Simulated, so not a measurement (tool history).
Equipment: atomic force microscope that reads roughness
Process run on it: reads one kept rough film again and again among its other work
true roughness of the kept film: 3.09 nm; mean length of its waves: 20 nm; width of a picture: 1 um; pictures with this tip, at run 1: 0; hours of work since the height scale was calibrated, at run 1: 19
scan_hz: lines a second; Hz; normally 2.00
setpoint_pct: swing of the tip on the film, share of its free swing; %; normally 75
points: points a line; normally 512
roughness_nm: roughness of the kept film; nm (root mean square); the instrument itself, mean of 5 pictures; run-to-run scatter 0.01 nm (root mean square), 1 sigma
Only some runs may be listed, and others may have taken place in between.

| run | hour | scan_hz | setpoint_pct | points | pictures with this tip | hours of work since the height scale was calibrated | roughness_nm |
|---|---|---|---|---|---|---|---|
| 1 | 0.0 | 2.00 | 75 | 512 | 0 | 19 | 2.375 |
| 2 | 15.8 | 2.00 | 75 | 512 | 30 | 27 | 1.974 |
|  | 35.8 | new tip fitted |
| 3 | 48.8 | 2.00 | 75 | 512 | 25 | 45 | 2.004 |
| 4 | 66.7 | 2.00 | 75 | 377 | 59 | 55 | 1.657 |
|  | 70.1 | new tip fitted |
| 5 | 92.7 | 1.43 | 75 | 512 | 43 | 69 | 1.856 |
|  | 104.0 | new tip fitted |
| 6 | 130.3 | 2.32 | 75 | 512 | 50 | 89 | 1.715 |
|  | 137.7 | new tip fitted |
| 7 | 151.3 | 2.32 | 75 | 512 | 25 | 100 | 2.015 |
|  | 172.1 | new tip fitted |
| 8 | 186.2 | 2.32 | 75 | 512 | 27 | 119 | 1.908 |
|  | 207.5 | new tip fitted |
| 9 | 215.7 | 2.32 | 75 | 512 | 16 | 135 | 2.088 |
| 10 | 238.4 | 2.32 | 75 | 512 | 59 | 148 | 1.626 |
|  | 244.6 | new tip fitted |
| 11 | 269.2 | 2.00 | 56 | 512 | 47 | 164 | 1.852 |
|  | 280.4 | new tip fitted |
| 12 | 287.9 | 2.00 | 75 | 512 | 14 | 174 | 2.162 |
|  | 316.7 | new tip fitted |
| 13 | 320.8 | 2.00 | 75 | 512 | 8 | 192 | 2.263 |
|  | 351.6 | new tip fitted |
| 14 | 356.6 | 2.00 | 75 | 512 | 9 | 211 | 2.208 |
| 15 | 379.8 | 2.00 | 75 | 512 | 54 | 224 | 1.698 |
|  | 385.5 | new tip fitted |
| 16 | 396.9 | 2.00 | 75 | 992 | 22 | 233 | 2.060 |
| 17 | 414.1 | 2.79 | 68 | 541 | 54 | 243 | 1.687 |
|  | 421.5 | new tip fitted |
| 18 | 448.9 | 1.40 | 56 | 513 | 52 | 261 | 1.760 |

Expected results for the next run?
|  | 455.5 | new tip fitted |
| 19 | 482.3 | 2.18 | 64 | 690 | 51 | 279 | ? |

{"run 19": {"roughness_nm": 1.846}}
Minus the tool's unlogged condition, the same run would have read roughness_nm 2.466 nm (root mean square).
